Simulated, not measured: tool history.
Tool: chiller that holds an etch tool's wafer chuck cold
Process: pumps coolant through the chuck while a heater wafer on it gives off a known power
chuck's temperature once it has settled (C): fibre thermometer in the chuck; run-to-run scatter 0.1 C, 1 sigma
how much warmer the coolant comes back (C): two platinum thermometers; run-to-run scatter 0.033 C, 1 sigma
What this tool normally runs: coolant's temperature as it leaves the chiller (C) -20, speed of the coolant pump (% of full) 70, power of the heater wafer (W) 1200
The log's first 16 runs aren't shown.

run,hour,coolant's temperature as it leaves the chiller (C),speed of the coolant pump (% of full),power of the heater wafer (W),chuck's temperature once it has settled (C),how much warmer the coolant comes back (C)
17,1812.4,-13,70,727,-1.7,2.84
18,1939.1,-13,70,727,-1.8,2.90
19,2076.6,-26,61,1220,-4.5,5.51
20,2218.9,-26,61,1220,-4.4,5.48
21,2336.3,-26,80,1605,-3.4,5.56
22,2454.2,-26,80,1605,-3.4,5.63
23,2622.4,-12,67,1118,6.6,4.63
24,2797.4,-28,61,1200,-6.4,5.48
# hour 2851.3: coolant changed, channels flushed
25,2906.7,-22,61,1624,3.9,7.47
26,2983.3,-22,61,1624,3.9,7.36
27,3119.4,-22,73,602,-13.7,2.34
# hour 3180.3: chiller's thermometer calibrated
28,3268.5,-17,79,833,-6.2,3.01
29,3417.2,-19,70,620,-10.0,2.50
30,3555.2,-18,70,1226,0.1,4.96
31,3726.7,-18,70,1226,0.0,5.02

Forecast each of these 5 alternatives for the next run:
A,3865.9,-22,70,1226,?,?
B,3865.9,-14,78,1477,?,?
C,3865.9,-25,66,676,?,?
D,3865.9,-14,62,1771,?,?
E,3865.9,-30,85,699,?,?

run,chuck's temperature once it has settled (C),how much warmer the coolant comes back (C)
A,-3.9,4.98
B,5.8,5.41
C,-14.4,2.87
D,15.1,8.04
E,-21.4,2.29
Had the tool no hidden state, the same runs would have come out as:
run,chuck's temperature once it has settled (C),how much warmer the coolant comes back (C)
A,-6.3,4.36
B,3.2,4.74
C,-15.8,2.51
D,11.2,7.03
E,-22.6,1.99
